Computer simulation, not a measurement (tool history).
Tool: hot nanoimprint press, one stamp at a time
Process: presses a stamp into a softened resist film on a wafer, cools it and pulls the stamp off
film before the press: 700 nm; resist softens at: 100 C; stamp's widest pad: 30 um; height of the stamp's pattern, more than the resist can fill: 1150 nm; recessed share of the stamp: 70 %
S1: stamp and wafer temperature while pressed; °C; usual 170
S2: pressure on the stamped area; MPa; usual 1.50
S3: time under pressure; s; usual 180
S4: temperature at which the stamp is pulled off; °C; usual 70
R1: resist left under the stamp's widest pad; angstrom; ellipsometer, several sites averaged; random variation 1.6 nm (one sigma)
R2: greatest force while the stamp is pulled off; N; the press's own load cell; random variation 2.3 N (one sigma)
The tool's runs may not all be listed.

| run | hour | S1 | S2 | S3 | S4 | R1 | R2 |
|---|---|---|---|---|---|---|---|
| 1 | 0.0 | 170 | 1.50 | 180 | 70 | 2713 | 134 |
| 2 | 53.4 | 170 | 1.50 | 180 | 70 | 2710 | 143 |
| 3 | 106.1 | 181 | 1.50 | 180 | 70 | 1691 | 141 |
| 4 | 155.5 | 181 | 1.50 | 180 | 70 | 1705 | 149 |
| 5 | 214.3 | 181 | 1.50 | 180 | 70 | 1745 | 151 |
| 6 | 245.7 | 181 | 1.50 | 180 | 70 | 1729 | 155 |
| 7 | 277.0 | 170 | 1.50 | 180 | 70 | 2797 | 154 |
|  | 344.7 | stamp cleaned and given a new release coat |
| 8 | 358.7 | 170 | 1.50 | 180 | 70 | 2820 | 101 |
| 9 | 395.6 | 170 | 1.50 | 180 | 72 | 2846 | 101 |
| 10 | 450.2 | 170 | 1.50 | 180 | 72 | 2866 | 111 |
| 11 | 489.6 | 170 | 1.50 | 180 | 72 | 2869 | 113 |
| 12 | 548.0 | 170 | 1.67 | 180 | 70 | 2765 | 120 |
| 13 | 595.3 | 170 | 2.11 | 180 | 70 | 2526 | 121 |
|  | 641.9 | plate thermocouple calibrated |
| 14 | 652.5 | 170 | 1.50 | 114 | 70 | 3148 | 120 |
| 15 | 702.7 | 171 | 2.26 | 196 | 75 | 2034 | 120 |
| 16 | 735.8 | 170 | 1.00 | 180 | 64 | 3162 | 130 |
| 17 | 811.7 | 170 | 1.50 | 180 | 75 | 2690 | 120 |
| 18 | 874.5 | 167 | 1.13 | 206 | 70 | 3304 | 133 |
| 19 | 916.3 | 170 | 1.91 | 324 | 64 | 1897 | 144 |
| 20 | 980.3 | 170 | 1.91 | 324 | 64 | 1925 | 153 |
| 21 | 1020.5 | 170 | 1.91 | 324 | 64 | 1959 | 154 |
| 22 | 1051.7 | 166 | 1.50 | 157 | 73 | 3521 | 141 |
| 23 | 1092.0 | 166 | 1.50 | 157 | 73 | 3482 | 143 |
| 24 | 1156.3 | 166 | 1.50 | 157 | 73 | 3468 | 150 |
| 25 | 1220.5 | 166 | 1.58 | 114 | 73 | 3819 | 157 |
|  | 1242.5 | stamp cleaned and given a new release coat |
| 26 | 1279.6 | 159 | 2.06 | 231 | 56 | 3658 | 113 |
| 27 | 1323.8 | 174 | 1.72 | 322 | 70 | 1744 | 106 |
| 28 | 1383.4 | 174 | 1.72 | 322 | 70 | 1760 | 113 |

3 ways to go on from here, each from the tool as it stands after run 28. What would each give?
| A | 1448.1 | 160 | 1.50 | 180 | 71 | ? | ? |
| B | 1448.1 | 167 | 1.50 | 241 | 70 | ? | ? |
| C | 1448.1 | 170 | 1.71 | 180 | 74 | ? | ? |

| run | R1 | R2 |
|---|---|---|
| A | 4350 | 114 |
| B | 2964 | 119 |
| C | 2739 | 118 |
Without the tool's hidden state the same runs would have given:
| run | R1 | R2 |
|---|---|---|
| A | 3942 | 101 |
| B | 2633 | 106 |
| C | 2419 | 105 |

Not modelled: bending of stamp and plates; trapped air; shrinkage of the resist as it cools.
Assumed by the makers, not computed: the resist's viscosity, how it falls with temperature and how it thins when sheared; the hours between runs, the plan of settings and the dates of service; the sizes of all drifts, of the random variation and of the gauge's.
